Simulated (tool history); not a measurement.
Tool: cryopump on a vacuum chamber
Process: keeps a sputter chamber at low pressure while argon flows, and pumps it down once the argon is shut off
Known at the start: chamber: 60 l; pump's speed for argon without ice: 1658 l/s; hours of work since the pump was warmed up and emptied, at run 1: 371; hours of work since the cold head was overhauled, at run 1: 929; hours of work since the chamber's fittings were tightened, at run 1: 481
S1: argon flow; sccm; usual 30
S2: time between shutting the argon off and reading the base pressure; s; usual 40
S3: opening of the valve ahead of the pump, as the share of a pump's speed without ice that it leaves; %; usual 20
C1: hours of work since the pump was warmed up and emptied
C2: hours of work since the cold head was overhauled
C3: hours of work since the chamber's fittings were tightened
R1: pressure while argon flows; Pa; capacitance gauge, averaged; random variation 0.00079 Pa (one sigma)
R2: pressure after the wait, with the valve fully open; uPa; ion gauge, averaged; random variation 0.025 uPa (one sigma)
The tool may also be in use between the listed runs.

| run | hour | S1 | S2 | S3 | C1 | C2 | C3 | R1 | R2 |
|---|---|---|---|---|---|---|---|---|---|
| 1 | 0 | 30 | 40 | 20 | 371 | 929 | 481 | 0.1633 | 1.67 |
| 2 | 82.5 | 30 | 40 | 20 | 425 | 983 | 536 | 0.1662 | 1.82 |
| 3 | 143.7 | 30 | 278 | 20 | 466 | 1024 | 576 | 0.1685 | 1.2 |
| 4 | 198.9 | 30 | 40 | 20 | 502 | 1060 | 613 | 0.1689 | 2 |
|  | 211.3 | pump warmed up, emptied and cooled again |
| 5 | 279.5 | 30 | 40 | 41 | 45 | 1110 | 663 | 0.0765 | 1.67 |
| 6 | 345.5 | 30 | 40 | 41 | 89 | 1153 | 706 | 0.0764 | 1.76 |
| 7 | 421.9 | 40 | 40 | 41 | 139 | 1204 | 757 | 0.1045 | 1.85 |
| 8 | 524.4 | 41 | 40 | 41 | 207 | 1272 | 824 | 0.1101 | 1.89 |
| 9 | 624 | 41 | 40 | 41 | 272 | 1337 | 890 | 0.1111 | 2.07 |
| 10 | 704.1 | 30 | 40 | 20 | 325 | 1390 | 943 | 0.1624 | 2.24 |
| 11 | 774.8 | 30 | 40 | 44 | 372 | 1437 | 990 | 0.0796 | 2.33 |
| 12 | 871.4 | 30 | 40 | 44 | 436 | 1501 | 1053 | 0.082 | 2.58 |
| 13 | 965.4 | 30 | 40 | 20 | 498 | 1563 | 1116 | 0.1696 | 2.83 |
|  | 983.6 | pump warmed up, emptied and cooled again |
| 14 | 1046.7 | 30 | 40 | 20 | 42 | 1613 | 1166 | 0.1532 | 2.17 |
| 15 | 1102.6 | 30 | 40 | 20 | 79 | 1650 | 1203 | 0.1537 | 2.31 |
| 16 | 1172.1 | 30 | 40 | 20 | 125 | 1696 | 1249 | 0.1549 | 2.38 |
| 17 | 1267.1 | 30 | 165 | 20 | 187 | 1759 | 1311 | 0.1574 | 1.84 |
| 18 | 1345.7 | 30 | 70 | 49 | 239 | 1811 | 1363 | 0.0686 | 2.27 |
| 19 | 1444.7 | 30 | 238 | 59 | 304 | 1876 | 1429 | 0.0605 | 2.12 |
| 20 | 1515.9 | 30 | 238 | 59 | 352 | 1923 | 1476 | 0.0618 | 2.33 |
| 21 | 1599.8 | 30 | 203 | 18 | 407 | 1978 | 1531 | 0.1833 | 2.54 |
|  | 1626.2 | leaking fittings of the chamber tightened, without venting |
| 22 | 1669 | 30 | 203 | 18 | 451 | 2023 | 28 | 0.1839 | 0.48 |
|  | 1760.5 | pump warmed up, emptied and cooled again |
| 23 | 1774.5 | 31 | 253 | 32 | 9 | 2089 | 95 | 0.1001 | 0.45 |
| 24 | 1859.2 | 22 | 40 | 45 | 65 | 2145 | 151 | 0.0516 | 1.18 |
| 25 | 1950.1 | 22 | 40 | 45 | 125 | 2205 | 211 | 0.0523 | 1.23 |
| 26 | 2041.5 | 22 | 40 | 45 | 186 | 2265 | 271 | 0.054 | 1.37 |
| 27 | 2141.7 | 22 | 40 | 45 | 252 | 2332 | 337 | 0.055 | 1.49 |
| 28 | 2202.5 | 22 | 39 | 50 | 292 | 2372 | 377 | 0.0511 | 1.59 |
| 29 | 2279 | 25 | 131 | 18 | 342 | 2422 | 428 | 0.1494 | 1.04 |
| 30 | 2376.6 | 55 | 135 | 20 | 407 | 2487 | 492 | 0.3027 | 1.23 |
| 31 | 2472.5 | 28 | 135 | 42 | 470 | 2550 | 556 | 0.0829 | 1.41 |
|  | 2526.9 | pump warmed up, emptied and cooled again |
| 32 | 2559.2 | 28 | 120 | 19 | 21 | 2604 | 609 | 0.1512 | 1.14 |
| 33 | 2618.6 | 28 | 120 | 19 | 61 | 2643 | 649 | 0.1524 | 1.2 |

Some steps in R1 between neighbouring runs. How much of each would the tool show without its hidden state too (settings, what came in, random variation), and how much is left for the hidden state, with any gauge scatter that isn't in both results?
The hidden state here: pump's speed, % of a pump's without ice; cold plate's temperature, K; leak into the chamber, uPa l/s; drift of the gauge itself on working_pa, %; drift of the gauge itself on base_upa, %.
Run 4 -> 5: S3 20 -> 41, pump warmed up, emptied and cooled again. R1 -0.0924 Pa: hidden state -0.0145, all else -0.0779.
Run 13 -> 14: pump warmed up, emptied and cooled again. R1 -0.0164 Pa: hidden state -0.0149, all else -0.0015.
Run 20 -> 21: S2 238 -> 203, S3 59 -> 18. R1 +0.1215 Pa: hidden state +0.002, all else +0.1195.
Run 29 -> 30: S1 25 -> 55, S2 131 -> 135, S3 18 -> 20. R1 +0.1533 Pa: hidden state +0.0144, all else +0.1389.
Run 30 -> 31: S1 55 -> 28, S3 20 -> 42. R1 -0.2198 Pa: hidden state -0.0087, all else -0.2111.
